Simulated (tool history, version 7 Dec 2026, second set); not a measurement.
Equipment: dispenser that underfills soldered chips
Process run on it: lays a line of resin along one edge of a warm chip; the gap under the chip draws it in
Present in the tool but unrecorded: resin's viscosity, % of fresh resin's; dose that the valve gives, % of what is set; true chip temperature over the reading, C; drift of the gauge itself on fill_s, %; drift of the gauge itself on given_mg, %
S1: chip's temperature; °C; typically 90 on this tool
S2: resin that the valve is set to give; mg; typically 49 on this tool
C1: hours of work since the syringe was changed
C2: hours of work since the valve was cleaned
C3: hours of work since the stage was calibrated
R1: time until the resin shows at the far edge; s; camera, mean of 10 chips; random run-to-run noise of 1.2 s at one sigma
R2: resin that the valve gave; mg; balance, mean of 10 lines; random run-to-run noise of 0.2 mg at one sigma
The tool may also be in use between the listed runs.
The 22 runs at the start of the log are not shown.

run 23 hour=102.7 | S1=92 S2=45.5 | C1=4 C2=37 C3=177 | R1=145.9 R2=44.26
run 24 hour=108 | S1=98 S2=45.3 | C1=7 C2=41 C3=181 | R1=162.2 R2=44.38
-- hour=112.6 new syringe of resin
run 25 hour=112.7 | S1=95 S2=48.9 | C1=0 C2=44 C3=183 | R1=92.6 R2=48.17
run 26 hour=115.8 | S1=93 S2=50.3 | C1=2 C2=46 C3=186 | R1=116 R2=49.59
run 27 hour=120 | S1=105 S2=58.7 | C1=5 C2=49 C3=188 | R1=97.8 R2=57.15
run 28 hour=124 | S1=105 S2=58.7 | C1=8 C2=51 C3=191 | R1=121.9 R2=57.26
-- hour=128.6 new syringe of resin
run 29 hour=128.7 | S1=105 S2=58.7 | C1=0 C2=54 C3=194 | R1=64.6 R2=57.2
run 30 hour=131.8 | S1=104 S2=43.1 | C1=2 C2=56 C3=196 | R1=84.6 R2=41.99
run 31 hour=137.1 | S1=90 S2=52 | C1=6 C2=60 C3=200 | R1=176.3 R2=50.47
run 32 hour=139.8 | S1=98 S2=48 | C1=7 C2=62 C3=201 | R1=159.4 R2=46.63
-- hour=144.5 new syringe of resin
run 33 hour=146.3 | S1=83 S2=42.3 | C1=1 C2=66 C3=206 | R1=168.8 R2=40.8
run 34 hour=152.4 | S1=88 S2=50.9 | C1=5 C2=70 C3=210 | R1=190.6 R2=49.31
run 35 hour=158.1 | S1=99 S2=50.1 | C1=9 C2=74 C3=213 | R1=178.5 R2=48.53

Consider 4 possible next runs. They are alternatives, not a sequence: every one starts from the tool as it was left by run 35. What does each give?
-- hour=160.3 new syringe of resin
run A hour=163 | S1=90 S2=46.4 | C1=2 C2=77 C3=217 | R1=? R2=?
-- hour=160.3 new syringe of resin
run B hour=163 | S1=90 S2=50.1 | C1=2 C2=77 C3=217 | R1=? R2=?
-- hour=160.3 new syringe of resin
run C hour=163 | S1=81 S2=62.1 | C1=2 C2=77 C3=217 | R1=? R2=?
-- hour=160.3 new syringe of resin
run D hour=163 | S1=104 S2=41.7 | C1=2 C2=77 C3=217 | R1=? R2=?

run=A R1=131.8 R2=44.58
run=B R1=130.8 R2=48.29
run=C R1=179.4 R2=60.3
run=D R1=84.8 R2=40.13
What these runs would have given with no unlogged condition in the tool:
run=A R1=117.6 R2=46.13
run=B R1=117 R2=49.97
run=C R1=161.7 R2=62.4
run=D R1=75 R2=41.53

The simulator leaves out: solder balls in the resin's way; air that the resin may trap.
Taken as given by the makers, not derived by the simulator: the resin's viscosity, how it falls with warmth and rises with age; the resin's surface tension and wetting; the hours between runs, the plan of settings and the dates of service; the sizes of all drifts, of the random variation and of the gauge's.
